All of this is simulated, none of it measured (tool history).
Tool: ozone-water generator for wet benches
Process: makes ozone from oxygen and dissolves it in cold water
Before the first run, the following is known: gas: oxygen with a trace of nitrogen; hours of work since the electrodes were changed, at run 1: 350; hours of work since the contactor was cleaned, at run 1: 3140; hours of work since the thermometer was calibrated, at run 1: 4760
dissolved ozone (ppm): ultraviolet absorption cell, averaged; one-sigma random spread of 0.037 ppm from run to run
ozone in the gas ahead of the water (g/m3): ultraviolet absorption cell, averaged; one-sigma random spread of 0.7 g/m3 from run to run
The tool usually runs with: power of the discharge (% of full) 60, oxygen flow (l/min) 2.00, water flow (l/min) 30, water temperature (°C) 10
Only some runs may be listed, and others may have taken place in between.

| run | hour | power of the discharge (% of full) | oxygen flow (l/min) | water flow (l/min) | water temperature (°C) | hours of work since the electrodes were changed | hours of work since the contactor was cleaned | hours of work since the thermometer was calibrated | dissolved ozone (ppm) | ozone in the gas ahead of the water (g/m3) |
|---|---|---|---|---|---|---|---|---|---|---|
| 1 | 0.0 | 60 | 2.00 | 30 | 10 | 350 | 3140 | 4760 | 5.80 | 149.0 |
| 2 | 18.3 | 60 | 2.00 | 30 | 10 | 367 | 3157 | 4777 | 5.85 | 150.2 |
| 3 | 49.4 | 60 | 2.00 | 30 | 10 | 396 | 3186 | 4806 | 5.82 | 149.4 |
| 4 | 66.1 | 60 | 2.00 | 30 | 10 | 411 | 3202 | 4821 | 5.83 | 149.8 |
| 5 | 92.4 | 60 | 2.00 | 30 | 10 | 436 | 3226 | 4846 | 5.83 | 149.7 |
| 6 | 124.2 | 60 | 2.00 | 30 | 10 | 466 | 3256 | 4875 | 5.86 | 150.1 |
| 7 | 142.8 | 60 | 2.00 | 30 | 13 | 483 | 3273 | 4893 | 5.81 | 148.4 |
| 8 | 175.5 | 60 | 2.00 | 30 | 13 | 513 | 3304 | 4923 | 5.67 | 149.4 |
| 9 | 195.5 | 52 | 2.79 | 32 | 13 | 532 | 3322 | 4942 | 5.26 | 111.4 |
| 10 | 232.6 | 99 | 2.52 | 29 | 6 | 567 | 3357 | 4976 | 10.77 | 213.8 |
| 11 | 274.1 | 99 | 2.52 | 29 | 12 | 605 | 3396 | 5015 | 10.40 | 212.9 |
| 12 | 305.4 | 60 | 2.00 | 39 | 10 | 634 | 3425 | 5044 | 4.29 | 149.1 |
| 13 | 327.1 | 60 | 2.00 | 39 | 10 | 655 | 3445 | 5064 | 4.25 | 149.7 |

What will run 14 give?
| 14 | 368.4 | 60 | 2.00 | 39 | 10 | 693 | 3483 | 5103 | ? | ? |

dissolved ozone (ppm): 4.28
ozone in the gas ahead of the water (g/m3): 150.6
Without the tool's hidden state the same run would have given dissolved ozone (ppm) 4.29, ozone in the gas ahead of the water (g/m3) 150.7.

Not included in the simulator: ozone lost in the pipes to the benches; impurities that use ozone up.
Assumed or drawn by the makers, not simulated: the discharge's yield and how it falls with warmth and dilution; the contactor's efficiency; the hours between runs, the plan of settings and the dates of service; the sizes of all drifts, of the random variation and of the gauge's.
